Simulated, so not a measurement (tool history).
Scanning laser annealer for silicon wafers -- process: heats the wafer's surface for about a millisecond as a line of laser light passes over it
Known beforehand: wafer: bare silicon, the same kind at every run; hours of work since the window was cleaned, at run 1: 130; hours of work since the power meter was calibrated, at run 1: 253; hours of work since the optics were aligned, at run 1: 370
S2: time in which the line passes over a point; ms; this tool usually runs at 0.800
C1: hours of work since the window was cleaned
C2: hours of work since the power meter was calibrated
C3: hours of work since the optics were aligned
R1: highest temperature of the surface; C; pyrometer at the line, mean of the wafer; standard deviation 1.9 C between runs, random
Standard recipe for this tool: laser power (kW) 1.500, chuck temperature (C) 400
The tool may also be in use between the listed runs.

{"run": 1, "hour": 0.0, "laser power (kW)": 1.5, "S2": 0.8, "chuck temperature (C)": 400, "C1": 130, "C2": 253, "C3": 370, "R1": 1136}
{"run": 2, "hour": 12.3, "laser power (kW)": 1.5, "S2": 0.8, "chuck temperature (C)": 400, "C1": 138, "C2": 261, "C3": 378, "R1": 1135}
{"run": 3, "hour": 19.4, "laser power (kW)": 1.5, "S2": 0.8, "chuck temperature (C)": 432, "C1": 143, "C2": 266, "C3": 383, "R1": 1168}
{"run": 4, "hour": 28.3, "laser power (kW)": 1.5, "S2": 0.927, "chuck temperature (C)": 400, "C1": 149, "C2": 272, "C3": 389, "R1": 1199}
{"run": 5, "hour": 35.0, "laser power (kW)": 1.5, "S2": 0.957, "chuck temperature (C)": 400, "C1": 154, "C2": 276, "C3": 394, "R1": 1221}
{"run": 6, "hour": 42.4, "laser power (kW)": 1.5, "S2": 0.957, "chuck temperature (C)": 400, "C1": 159, "C2": 281, "C3": 399, "R1": 1215}
{"run": 7, "hour": 51.9, "laser power (kW)": 1.444, "S2": 0.957, "chuck temperature (C)": 400, "C1": 165, "C2": 288, "C3": 405, "R1": 1182}
{"run": 8, "hour": 62.2, "laser power (kW)": 1.444, "S2": 0.957, "chuck temperature (C)": 400, "C1": 172, "C2": 294, "C3": 412, "R1": 1178}
{"run": 9, "hour": 72.4, "laser power (kW)": 1.555, "S2": 0.872, "chuck temperature (C)": 400, "C1": 179, "C2": 301, "C3": 419, "R1": 1212}
{"run": 10, "hour": 85.0, "laser power (kW)": 1.442, "S2": 0.589, "chuck temperature (C)": 400, "C1": 187, "C2": 310, "C3": 427, "R1": 985}
{"run": 11, "hour": 91.4, "laser power (kW)": 1.437, "S2": 0.902, "chuck temperature (C)": 423, "C1": 191, "C2": 314, "C3": 431, "R1": 1170}
{"run": 12, "hour": 99.1, "laser power (kW)": 1.627, "S2": 0.761, "chuck temperature (C)": 365, "C1": 197, "C2": 319, "C3": 437, "R1": 1162}
{"run": 13, "hour": 106.0, "laser power (kW)": 1.331, "S2": 0.836, "chuck temperature (C)": 400, "C1": 201, "C2": 324, "C3": 441, "R1": 1044}
{"run": 14, "hour": 118.9, "laser power (kW)": 1.51, "S2": 0.635, "chuck temperature (C)": 370, "C1": 210, "C2": 332, "C3": 450, "R1": 1019}

5 options for the next run, each taken on its own from the tool as it stands now. Forecast them:
{"run": "A", "hour": 127.6, "laser power (kW)": 1.626, "S2": 0.965, "chuck temperature (C)": 360, "C1": 216, "C2": 338, "C3": 456, "R1": "?"}
{"run": "B", "hour": 127.6, "laser power (kW)": 1.38, "S2": 0.624, "chuck temperature (C)": 385, "C1": 216, "C2": 338, "C3": 456, "R1": "?"}
{"run": "C", "hour": 127.6, "laser power (kW)": 1.599, "S2": 0.729, "chuck temperature (C)": 427, "C1": 216, "C2": 338, "C3": 456, "R1": "?"}
{"run": "D", "hour": 127.6, "laser power (kW)": 1.375, "S2": 0.804, "chuck temperature (C)": 388, "C1": 216, "C2": 338, "C3": 456, "R1": "?"}
{"run": "E", "hour": 127.6, "laser power (kW)": 1.541, "S2": 0.635, "chuck temperature (C)": 375, "C1": 216, "C2": 338, "C3": 456, "R1": "?"}

run=A R1=1277
run=B R1=952
run=C R1=1188
run=D R1=1045
run=E R1=1039
Without the tool's hidden state the same runs would have given:
run=A R1=1277
run=B R1=952
run=C R1=1188
run=D R1=1045
run=E R1=1039

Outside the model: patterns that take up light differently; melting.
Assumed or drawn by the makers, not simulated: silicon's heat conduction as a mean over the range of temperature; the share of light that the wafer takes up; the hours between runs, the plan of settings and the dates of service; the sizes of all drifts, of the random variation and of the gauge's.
